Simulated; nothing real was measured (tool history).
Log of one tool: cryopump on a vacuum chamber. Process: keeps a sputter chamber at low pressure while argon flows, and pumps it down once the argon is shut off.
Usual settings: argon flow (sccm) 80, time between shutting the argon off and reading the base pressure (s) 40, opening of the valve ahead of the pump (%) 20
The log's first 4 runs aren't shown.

| run | day | argon flow (sccm) | time between shutting the argon off and reading the base pressure (s) | opening of the valve ahead of the pump (%) | pressure while argon flows (Pa) | pressure after the wait (uPa) |
|---|---|---|---|---|---|---|
| 5 | 15.992 | 80 | 40 | 20 | 0.6028 | 3.22 |
| 6 | 18.55 | 80 | 40 | 20 | 0.6027 | 3.22 |
| 7 | 21.279 | 80 | 40 | 20 | 0.6019 | 3.25 |
| 8 | 26.283 | 80 | 40 | 20 | 0.6056 | 3.39 |
| 9 | 30.492 | 51 | 40 | 20 | 0.3881 | 3.46 |
|  | 32.4 | leaking fittings of the chamber tightened, without venting |
|  | 34.688 | pump warmed up, emptied and cooled again |
| 10 | 35.208 | 51 | 40 | 20 | 0.3798 | 2.45 |
| 11 | 37.862 | 80 | 40 | 27 | 0.4399 | 2.51 |
| 12 | 40.7 | 80 | 40 | 20 | 0.6046 | 2.57 |
| 13 | 43.817 | 80 | 40 | 20 | 0.599 | 2.54 |
| 14 | 46.917 | 80 | 40 | 20 | 0.6029 | 2.58 |
| 15 | 50.279 | 80 | 40 | 20 | 0.6007 | 2.63 |
| 16 | 55.092 | 80 | 40 | 20 | 0.6042 | 2.64 |
| 17 | 57.529 | 80 | 40 | 20 | 0.6053 | 2.7 |
| 18 | 61.638 | 80 | 98 | 20 | 0.6055 | 1.51 |

Forecast run 19:
| 19 | 65.538 | 132 | 40 | 19 | ? | ? |

Run 19 gave pressure while argon flows (Pa) 1.0593, pressure after the wait (uPa) 2.79.
Without the tool's hidden state the same run would have given pressure while argon flows (Pa) 1.0256, pressure after the wait (uPa) 2.41.
